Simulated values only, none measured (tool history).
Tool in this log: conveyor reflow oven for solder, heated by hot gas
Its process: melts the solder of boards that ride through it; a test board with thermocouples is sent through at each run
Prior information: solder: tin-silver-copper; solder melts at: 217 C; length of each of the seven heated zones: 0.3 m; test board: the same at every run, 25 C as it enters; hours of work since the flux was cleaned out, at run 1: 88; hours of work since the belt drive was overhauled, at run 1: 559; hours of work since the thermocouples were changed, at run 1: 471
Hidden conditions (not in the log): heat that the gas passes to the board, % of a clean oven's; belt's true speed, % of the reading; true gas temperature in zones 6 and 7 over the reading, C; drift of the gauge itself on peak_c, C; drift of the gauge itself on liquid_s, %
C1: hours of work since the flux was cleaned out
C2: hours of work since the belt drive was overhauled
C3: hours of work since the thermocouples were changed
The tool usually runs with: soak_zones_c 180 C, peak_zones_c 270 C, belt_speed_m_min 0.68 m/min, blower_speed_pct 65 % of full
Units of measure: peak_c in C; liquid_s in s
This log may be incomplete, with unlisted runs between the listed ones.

Run 1, day 0: usual settings; C1 88; C2 559; C3 471. Result: peak_c 248.7 C, liquid_s 38.2 s.
Run 2, day 0.638: usual settings; C1 100; C2 571; C3 483. Result: peak_c 248.8 C, liquid_s 38.9 s.
Run 3, day 1.175: usual settings; C1 110; C2 581; C3 493. Result: peak_c 248.9 C, liquid_s 39.2 s.
Run 4, day 2.3: usual settings; C1 131; C2 602; C3 514. Result: peak_c 248.8 C, liquid_s 38.7 s.
Run 5, day 2.812: usual settings; C1 140; C2 611; C3 523. Result: peak_c 248.7 C, liquid_s 38.6 s.
Run 6, day 3.871: usual settings; C1 160; C2 631; C3 543. Result: peak_c 249.1 C, liquid_s 38.6 s.
Run 7, day 5: usual settings; C1 181; C2 652; C3 564. Result: peak_c 249.1 C, liquid_s 38.5 s.
Run 8, day 6.154: usual settings; C1 202; C2 673; C3 585. Result: peak_c 249.1 C, liquid_s 38.3 s.
Run 9, day 7.3: usual settings but peak_zones_c 260 C; C1 224; C2 695; C3 607. Result: peak_c 240.9 C, liquid_s 32.9 s.
At day 7.979: flux residue cleaned out of gas plates and filters.
Run 10, day 8.433: usual settings; C1 8; C2 712; C3 624. Result: peak_c 249.6 C, liquid_s 39.8 s.
Run 11, day 9.462: usual settings but blower_speed_pct 72 % of full; C1 28; C2 731; C3 643. Result: peak_c 251.9 C, liquid_s 40.2 s.
Run 12, day 10.325: usual settings but blower_speed_pct 72 % of full; C1 44; C2 747; C3 659. Result: peak_c 251.5 C, liquid_s 40.8 s.
Run 13, day 11.408: usual settings but blower_speed_pct 82 % of full; C1 64; C2 767; C3 679. Result: peak_c 254 C, liquid_s 41.7 s.
Run 14, day 12.008: usual settings but blower_speed_pct 82 % of full; C1 75; C2 778; C3 690. Result: peak_c 253.8 C, liquid_s 41.5 s.
Run 15, day 12.733: usual settings but blower_speed_pct 82 % of full; C1 88; C2 792; C3 704. Result: peak_c 253 C, liquid_s 41.4 s.
Run 16, day 13.633: usual settings but blower_speed_pct 82 % of full; C1 105; C2 808; C3 720. Result: peak_c 252.4 C, liquid_s 42.1 s.
Run 17, day 14.338: usual settings but blower_speed_pct 82 % of full; C1 118; C2 822; C3 734. Result: peak_c 252.7 C, liquid_s 41.7 s.
Run 18, day 14.804: usual settings but blower_speed_pct 82 % of full; C1 127; C2 830; C3 742. Result: peak_c 252.6 C, liquid_s 41.6 s.
Run 19, day 15.862: usual settings but soak_zones_c 169 C, peak_zones_c 275 C, belt_speed_m_min 0.708 m/min, blower_speed_pct 70 % of full; C1 147; C2 850; C3 762. Result: peak_c 250.9 C, liquid_s 35.7 s.
Run 20, day 16.708: usual settings but soak_zones_c 189 C, peak_zones_c 275 C, belt_speed_m_min 0.761 m/min, blower_speed_pct 70 % of full; C1 162; C2 866; C3 778. Result: peak_c 251.8 C, liquid_s 38.7 s.
Run 21, day 17.638: usual settings but soak_zones_c 173 C, peak_zones_c 267 C, belt_speed_m_min 0.682 m/min, blower_speed_pct 67 % of full; C1 180; C2 883; C3 795. Result: peak_c 245.5 C, liquid_s 34.8 s.
Run 22, day 18.392: usual settings but soak_zones_c 173 C, peak_zones_c 267 C, belt_speed_m_min 0.682 m/min, blower_speed_pct 67 % of full; C1 194; C2 897; C3 809. Result: peak_c 245.5 C, liquid_s 34.7 s.
Run 23, day 19.542: usual settings but peak_zones_c 282 C, belt_speed_m_min 0.558 m/min, blower_speed_pct 81 % of full; C1 215; C2 918; C3 830. Result: peak_c 269.2 C, liquid_s 60.4 s.
Run 24, day 20.038: usual settings but peak_zones_c 262 C; C1 224; C2 927; C3 839. Result: peak_c 242.8 C, liquid_s 34.7 s.
At day 20.675: flux residue cleaned out of gas plates and filters.
Run 25, day 20.842: usual settings but soak_zones_c 191 C, belt_speed_m_min 0.579 m/min, blower_speed_pct 51 % of full; C1 3; C2 939; C3 851. Result: peak_c 253.5 C, liquid_s 52.7 s.
Run 26, day 21.983: usual settings but soak_zones_c 173 C, peak_zones_c 274 C, belt_speed_m_min 0.727 m/min, blower_speed_pct 88 % of full; C1 24; C2 960; C3 872. Result: peak_c 255 C, liquid_s 38.7 s.
Run 27, day 22.496: usual settings but soak_zones_c 172 C, peak_zones_c 282 C; C1 34; C2 969; C3 881. Result: peak_c 258.5 C, liquid_s 42.2 s.
Run 28, day 23.25: usual settings but soak_zones_c 172 C, peak_zones_c 282 C; C1 48; C2 983; C3 895. Result: peak_c 258 C, liquid_s 41.3 s.
Run 29, day 23.8: usual settings but soak_zones_c 172 C, peak_zones_c 276 C, blower_speed_pct 77 % of full; C1 58; C2 994; C3 906. Result: peak_c 256.1 C, liquid_s 41 s.
Run 30, day 24.717: usual settings but soak_zones_c 172 C, peak_zones_c 276 C, blower_speed_pct 77 % of full; C1 75; C2 1011; C3 923. Result: peak_c 255.5 C, liquid_s 41 s.

For each entry between runs, how does the tool's hidden state at the last listed run before it compare with that at the first listed run after it?
Runs 9 to 10: flux residue cleaned out of gas plates and filters (day 7.979)
  heat that the gas passes to the board, % of a clean oven's: 95.4 -> 99.5; belt's true speed, % of the reading: 98.48 -> 98.44; true gas temperature in zones 6 and 7 over the reading, C: 0.23 -> 0.26
  difference, measured minus the result without the unlogged condition, peak_c: -0.4 -> +0.7 C; liquid_s: +0 -> +1.1 s
Runs 24 to 25: flux residue cleaned out of gas plates and filters (day 20.675)
  heat that the gas passes to the board, % of a clean oven's: 94.9 -> 99.1; belt's true speed, % of the reading: 97.95 -> 97.93; true gas temperature in zones 6 and 7 over the reading, C: 0.54 -> 0.55
  difference, measured minus the result without the unlogged condition, peak_c: -0.2 -> +1 C; liquid_s: +0.5 -> +1.7 s
